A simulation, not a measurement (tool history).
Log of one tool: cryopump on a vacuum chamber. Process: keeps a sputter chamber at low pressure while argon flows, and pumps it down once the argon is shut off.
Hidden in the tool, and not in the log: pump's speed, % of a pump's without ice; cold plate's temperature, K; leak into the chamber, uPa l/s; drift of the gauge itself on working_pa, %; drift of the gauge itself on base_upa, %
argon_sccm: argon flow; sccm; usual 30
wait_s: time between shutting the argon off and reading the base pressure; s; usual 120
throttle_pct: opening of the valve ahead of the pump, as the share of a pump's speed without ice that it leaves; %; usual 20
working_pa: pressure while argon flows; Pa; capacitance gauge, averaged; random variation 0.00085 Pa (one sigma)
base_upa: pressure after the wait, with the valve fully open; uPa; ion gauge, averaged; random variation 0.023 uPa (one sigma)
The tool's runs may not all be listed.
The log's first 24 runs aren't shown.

run,hour,argon_sccm,wait_s,throttle_pct,hours of work since the pump was warmed up and emptied,hours of work since the cold head was overhauled,hours of work since the chamber's fittings were tightened,working_pa,base_upa
25,501.4,28,120,33,645,645,920,0.1022,2.39
26,526.6,26,236,33,662,662,937,0.0956,2.23
27,541.6,17,236,25,672,672,947,0.0817,2.27
28,562.5,17,236,53,685,685,960,0.0394,2.27
29,592.1,41,236,21,705,705,980,0.2321,2.33
30,618.6,41,211,49,722,722,997,0.1042,2.37
31,648.1,41,211,49,742,742,1017,0.1037,2.45
32,679.2,41,211,49,762,762,1037,0.1043,2.48
33,705.6,41,77,18,780,780,1055,0.2710,3.02

4 ways to go on from here, each from the tool as it stands after run 33. What would each give?
A,726.9,41,33,18,794,794,1069,?,?
B,726.9,25,152,45,794,794,1069,?,?
C,726.9,14,97,46,794,794,1069,?,?
D,726.9,46,82,29,794,794,1069,?,?

run,working_pa,base_upa
A,0.2687,4.24
B,0.0692,2.66
C,0.0372,2.95
D,0.1927,3.17
Without the tool's hidden state the same runs would have given:
run,working_pa,base_upa
A,0.2604,2.24
B,0.0641,0.66
C,0.0343,0.92
D,0.1833,1.09
